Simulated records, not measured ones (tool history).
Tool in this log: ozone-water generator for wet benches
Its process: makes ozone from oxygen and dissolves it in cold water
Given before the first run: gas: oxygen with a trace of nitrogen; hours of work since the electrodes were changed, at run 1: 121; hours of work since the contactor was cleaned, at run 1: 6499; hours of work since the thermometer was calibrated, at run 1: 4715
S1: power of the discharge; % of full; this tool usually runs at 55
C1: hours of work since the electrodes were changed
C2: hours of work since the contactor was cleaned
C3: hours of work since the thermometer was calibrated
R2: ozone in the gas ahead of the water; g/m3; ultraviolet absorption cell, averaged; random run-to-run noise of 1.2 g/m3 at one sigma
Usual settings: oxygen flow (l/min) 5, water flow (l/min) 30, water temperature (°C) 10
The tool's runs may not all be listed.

{"run": 1, "day": 0.0, "S1": 55, "oxygen flow (l/min)": 5, "water flow (l/min)": 30, "water temperature (°C)": 10, "C1": 121, "C2": 6499, "C3": 4715, "dissolved ozone (ppm)": 17.1, "R2": 212.3}
{"run": 2, "day": 2.588, "S1": 55, "oxygen flow (l/min)": 5, "water flow (l/min)": 30, "water temperature (°C)": 10, "C1": 162, "C2": 6541, "C3": 4757, "dissolved ozone (ppm)": 17.3, "R2": 212}
{"run": 3, "day": 3.854, "S1": 55, "oxygen flow (l/min)": 5, "water flow (l/min)": 30, "water temperature (°C)": 10, "C1": 183, "C2": 6561, "C3": 4778, "dissolved ozone (ppm)": 17, "R2": 209.6}
{"run": 4, "day": 5.762, "S1": 55, "oxygen flow (l/min)": 5, "water flow (l/min)": 30, "water temperature (°C)": 10, "C1": 214, "C2": 6592, "C3": 4808, "dissolved ozone (ppm)": 17, "R2": 209.7}
{"run": 5, "day": 7.342, "S1": 55, "oxygen flow (l/min)": 5, "water flow (l/min)": 30, "water temperature (°C)": 10, "C1": 239, "C2": 6618, "C3": 4834, "dissolved ozone (ppm)": 16.9, "R2": 210.3}
{"day": 9.883, "done": "water thermometer calibrated"}
{"run": 6, "day": 9.883, "S1": 55, "oxygen flow (l/min)": 5, "water flow (l/min)": 30, "water temperature (°C)": 10, "C1": 280, "C2": 6658, "C3": 0, "dissolved ozone (ppm)": 17.2, "R2": 208.3}
{"run": 7, "day": 11.679, "S1": 55, "oxygen flow (l/min)": 5, "water flow (l/min)": 30, "water temperature (°C)": 10, "C1": 309, "C2": 6687, "C3": 29, "dissolved ozone (ppm)": 17, "R2": 211.2}
{"run": 8, "day": 13.838, "S1": 55, "oxygen flow (l/min)": 5, "water flow (l/min)": 39, "water temperature (°C)": 10, "C1": 343, "C2": 6722, "C3": 64, "dissolved ozone (ppm)": 12.7, "R2": 209.3}
{"run": 9, "day": 16.392, "S1": 55, "oxygen flow (l/min)": 4.82, "water flow (l/min)": 20, "water temperature (°C)": 16, "C1": 385, "C2": 6763, "C3": 105, "dissolved ozone (ppm)": 23.6, "R2": 211.9}
{"run": 10, "day": 18.304, "S1": 55, "oxygen flow (l/min)": 4.82, "water flow (l/min)": 20, "water temperature (°C)": 16, "C1": 415, "C2": 6794, "C3": 136, "dissolved ozone (ppm)": 23.9, "R2": 213.5}
{"run": 11, "day": 19.525, "S1": 52, "oxygen flow (l/min)": 4.33, "water flow (l/min)": 23, "water temperature (°C)": 8, "C1": 435, "C2": 6814, "C3": 155, "dissolved ozone (ppm)": 21.5, "R2": 217.3}
{"run": 12, "day": 20.683, "S1": 48, "oxygen flow (l/min)": 3.8, "water flow (l/min)": 27, "water temperature (°C)": 10, "C1": 454, "C2": 6832, "C3": 174, "dissolved ozone (ppm)": 16.3, "R2": 220.1}
{"run": 13, "day": 22.0, "S1": 68, "oxygen flow (l/min)": 4.74, "water flow (l/min)": 30, "water temperature (°C)": 10, "C1": 475, "C2": 6854, "C3": 195, "dissolved ozone (ppm)": 18.7, "R2": 241.3}
{"run": 14, "day": 23.454, "S1": 56, "oxygen flow (l/min)": 3.07, "water flow (l/min)": 24, "water temperature (°C)": 18, "C1": 498, "C2": 6877, "C3": 219, "dissolved ozone (ppm)": 17.3, "R2": 259.4}
{"run": 15, "day": 25.596, "S1": 84, "oxygen flow (l/min)": 8.33, "water flow (l/min)": 24, "water temperature (°C)": 13, "C1": 533, "C2": 6912, "C3": 253, "dissolved ozone (ppm)": 28.1, "R2": 213}
{"run": 16, "day": 28.067, "S1": 84, "oxygen flow (l/min)": 8.33, "water flow (l/min)": 24, "water temperature (°C)": 13, "C1": 573, "C2": 6951, "C3": 293, "dissolved ozone (ppm)": 28.2, "R2": 210.2}

Forecast each of these 4 alternatives for the next run:
{"run": "A", "day": 29.921, "S1": 83, "oxygen flow (l/min)": 8.33, "water flow (l/min)": 19, "water temperature (°C)": 13, "C1": 603, "C2": 6981, "C3": 323, "dissolved ozone (ppm)": "?", "R2": "?"}
{"run": "B", "day": 29.921, "S1": 84, "oxygen flow (l/min)": 3.61, "water flow (l/min)": 24, "water temperature (°C)": 15, "C1": 603, "C2": 6981, "C3": 323, "dissolved ozone (ppm)": "?", "R2": "?"}
{"run": "C", "day": 29.921, "S1": 62, "oxygen flow (l/min)": 8.33, "water flow (l/min)": 24, "water temperature (°C)": 12, "C1": 603, "C2": 6981, "C3": 323, "dissolved ozone (ppm)": "?", "R2": "?"}
{"run": "D", "day": 29.921, "S1": 55, "oxygen flow (l/min)": 3.44, "water flow (l/min)": 25, "water temperature (°C)": 10, "C1": 603, "C2": 6981, "C3": 323, "dissolved ozone (ppm)": "?", "R2": "?"}

run=A dissolved_ozone_(ppm)=33.9 R2=209.2
run=B dissolved_ozone_(ppm)=23.5 R2=299.9
run=C dissolved_ozone_(ppm)=24.2 R2=180.5
run=D dissolved_ozone_(ppm)=18.4 R2=243.8
What these runs would have given with no unlogged condition in the tool:
run=A dissolved_ozone_(ppm)=36.5 R2=212.8
run=B dissolved_ozone_(ppm)=25.5 R2=305.1
run=C dissolved_ozone_(ppm)=26.2 R2=183.2
run=D dissolved_ozone_(ppm)=20 R2=247.2

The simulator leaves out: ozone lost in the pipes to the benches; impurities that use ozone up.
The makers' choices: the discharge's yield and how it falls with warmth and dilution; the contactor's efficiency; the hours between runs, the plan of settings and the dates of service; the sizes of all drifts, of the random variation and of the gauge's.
